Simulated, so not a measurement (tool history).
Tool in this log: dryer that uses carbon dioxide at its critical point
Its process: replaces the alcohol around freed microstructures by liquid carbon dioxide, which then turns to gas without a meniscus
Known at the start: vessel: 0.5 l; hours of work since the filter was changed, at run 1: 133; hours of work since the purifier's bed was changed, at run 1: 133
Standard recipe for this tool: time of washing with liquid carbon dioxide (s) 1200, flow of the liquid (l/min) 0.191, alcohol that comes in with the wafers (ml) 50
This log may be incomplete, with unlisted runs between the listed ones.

| run | hour | time of washing with liquid carbon dioxide (s) | flow of the liquid (l/min) | alcohol that comes in with the wafers (ml) | hours of work since the filter was changed | hours of work since the purifier's bed was changed | alcohol left in the vessel before it's heated (ppm by volume) |
|---|---|---|---|---|---|---|---|
| 1 | 0 | 1200 | 0.191 | 50 | 133 | 133 | 387 |
| 2 | 26.5 | 1200 | 0.191 | 50 | 146 | 146 | 414 |
| 3 | 52.7 | 840 | 0.191 | 50 | 159 | 159 | 2173 |
| 4 | 85.2 | 840 | 0.191 | 50 | 174 | 174 | 2255 |
| 5 | 113.4 | 1200 | 0.142 | 50 | 188 | 188 | 2042 |
|  | 135.7 | inlet filter changed |
| 6 | 135.7 | 1200 | 0.142 | 50 | 0 | 198 | 1010 |
| 7 | 162.5 | 1200 | 0.142 | 50 | 13 | 211 | 1082 |
| 8 | 191.9 | 1200 | 0.142 | 50 | 27 | 225 | 1161 |
| 9 | 223.5 | 1200 | 0.191 | 82 | 42 | 240 | 416 |
| 10 | 242.7 | 1200 | 0.249 | 50 | 51 | 249 | 99 |
| 11 | 280.3 | 1200 | 0.249 | 50 | 69 | 267 | 108 |
| 12 | 315.5 | 1680 | 0.249 | 50 | 86 | 284 | 82 |
| 13 | 352.9 | 1800 | 0.292 | 54 | 104 | 302 | 91 |
| 14 | 370.3 | 1800 | 0.292 | 54 | 112 | 310 | 95 |
| 15 | 387.7 | 1800 | 0.292 | 54 | 121 | 319 | 86 |
| 16 | 409.9 | 1200 | 0.31 | 99 | 131 | 329 | 107 |
| 17 | 437.7 | 720 | 0.162 | 30 | 145 | 343 | 3625 |
| 18 | 454.3 | 780 | 0.131 | 51 | 153 | 351 | 9014 |
| 19 | 474.1 | 1200 | 0.191 | 39 | 162 | 360 | 406 |
| 20 | 512.7 | 1200 | 0.199 | 71 | 181 | 379 | 598 |
| 21 | 540.4 | 1200 | 0.199 | 71 | 194 | 392 | 636 |
|  | 551.1 | inlet filter changed |
| 22 | 563.8 | 1200 | 0.199 | 71 | 6 | 403 | 305 |
| 23 | 591.5 | 780 | 0.204 | 89 | 19 | 416 | 2385 |
| 24 | 619.5 | 780 | 0.232 | 89 | 33 | 429 | 1398 |

Same runs, no hidden state in the tool, same run-to-run variation:
Hidden state present: flow that reaches the vessel past the clogged filter, %; alcohol in the recycled carbon dioxide, ppm; drift of the gauge itself on alcohol_ppm, %.
| run | alcohol left in the vessel before it's heated (ppm by volume) |
|---|---|
| 1 | 171 |
| 2 | 170 |
| 3 | 1154 |
| 4 | 1129 |
| 5 | 938 |
| 6 | 952 |
| 7 | 967 |
| 8 | 981 |
| 9 | 276 |
| 10 | 22 |
| 11 | 21 |
| 12 | 3 |
| 13 | 11 |
| 14 | 10 |
| 15 | 0 |
| 16 | 4 |
| 17 | 2364 |
| 18 | 6203 |
| 19 | 122 |
| 20 | 183 |
| 21 | 180 |
| 22 | 174 |
| 23 | 2041 |
| 24 | 1068 |
